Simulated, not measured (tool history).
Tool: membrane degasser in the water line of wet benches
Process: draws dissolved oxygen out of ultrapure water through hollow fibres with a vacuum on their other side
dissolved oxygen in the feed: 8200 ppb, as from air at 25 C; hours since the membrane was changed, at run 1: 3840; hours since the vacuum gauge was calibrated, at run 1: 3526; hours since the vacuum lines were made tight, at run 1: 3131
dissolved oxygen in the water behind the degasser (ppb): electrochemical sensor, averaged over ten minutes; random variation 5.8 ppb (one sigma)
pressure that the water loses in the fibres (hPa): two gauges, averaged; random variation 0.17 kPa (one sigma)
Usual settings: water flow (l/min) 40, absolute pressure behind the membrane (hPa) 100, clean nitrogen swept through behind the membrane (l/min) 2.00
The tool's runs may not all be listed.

run     day  water flow (l/min)  absolute pressure behind the membrane (hPa)  clean nitrogen swept through behind the membrane (l/min)  hours since the membrane was changed  hours since the vacuum gauge was calibrated  hours since the vacuum lines were made tight  dissolved oxygen in the water behind the degasser (ppb)  pressure that the water loses in the fibres (hPa)
  1   0.000                  40                                          100                                                      2.00                                  3840                                         3526                                          3131                                                    583.5                                              254.3
  2   3.942                  40                                          100                                                      2.00                                  3935                                         3621                                          3225                                                    566.9                                              252.6
  3   7.938                  40                                          100                                                      2.00                                  4030                                         3717                                          3321                                                    577.4                                              252.8
  4  10.725                  40                                          100                                                      2.00                                  4097                                         3784                                          3388                                                    577.1                                              252.4
  5  14.821                  40                                          100                                                      3.33                                  4196                                         3882                                          3486                                                    472.1                                              251.2
  6  17.554                  40                                          100                                                      3.33                                  4261                                         3947                                          3552                                                    481.5                                              253.5
  7  20.788                  40                                          100                                                      5.81                                  4339                                         4025                                          3629                                                    403.4                                              254.5
  8  24.038                  40                                          100                                                      2.03                                  4417                                         4103                                          3708                                                    573.3                                              257.6
  9  28.167                  40                                          181                                                      2.00                                  4516                                         4202                                          3807                                                    875.0                                              249.3
 10  30.154                  40                                          181                                                      2.00                                  4564                                         4250                                          3854                                                    896.3                                              249.2
 11  33.121                  40                                          181                                                      2.00                                  4635                                         4321                                          3926                                                    879.6                                              254.8
 12  35.192                  40                                          232                                                      2.00                                  4685                                         4371                                          3975                                                   1052.7                                              251.0
 13  37.142                  40                                          232                                                      2.00                                  4731                                         4418                                          4022                                                   1046.9                                              250.5
 14  40.633                  40                                          100                                                      2.00                                  4815                                         4501                                          4106                                                    583.5                                              251.5
     43.058  -- seals of the vacuum lines changed
 15  43.254                  40                                          100                                                      2.00                                  4876                                         4562                                             5                                                    576.2                                              251.6
 16  46.071                  40                                          100                                                      2.00                                  4944                                         4630                                            72                                                    578.2                                              250.1
 17  48.512                  40                                          159                                                      1.06                                  5002                                         4688                                           131                                                   1124.1                                              252.1
 18  51.425                  37                                           80                                                      2.00                                  5072                                         4758                                           201                                                    438.4                                              232.4
 19  53.842                  37                                           73                                                      4.80                                  5130                                         4816                                           259                                                    323.8                                              235.4
 20  56.788                  36                                           70                                                      0.86                                  5201                                         4887                                           330                                                    531.2                                              225.7
 21  60.088                  34                                          100                                                      2.28                                  5280                                         4966                                           409                                                    435.9                                              214.2
 22  63.075                  34                                          100                                                      2.28                                  5352                                         5038                                           480                                                    430.3                                              214.5
 23  66.400                  34                                          100                                                      2.28                                  5432                                         5118                                           560                                                    424.7                                              211.2
 24  68.442                  40                                          200                                                      1.58                                  5481                                         5167                                           609                                                   1100.1                                              250.3
 25  72.458                  40                                          103                                                      2.00                                  5577                                         5263                                           706                                                    598.6                                              251.1
 26  76.404                  40                                          103                                                      2.00                                  5672                                         5358                                           800                                                    583.9                                              252.6
 27  78.238                  40                                          100                                                      0.88                                  5716                                         5402                                           844                                                    829.8                                              252.9
 28  82.600                  40                                          147                                                      1.63                                  5820                                         5507                                           949                                                    831.5                                              253.7

How the hidden state differs across the entries between the runs, from the last listed run before each to the first after it:
Between runs 14 and 15: seals of the vacuum lines changed (day 43.058)
  air that leaks in behind the membrane, l/min: 0.0026 -> 0.002
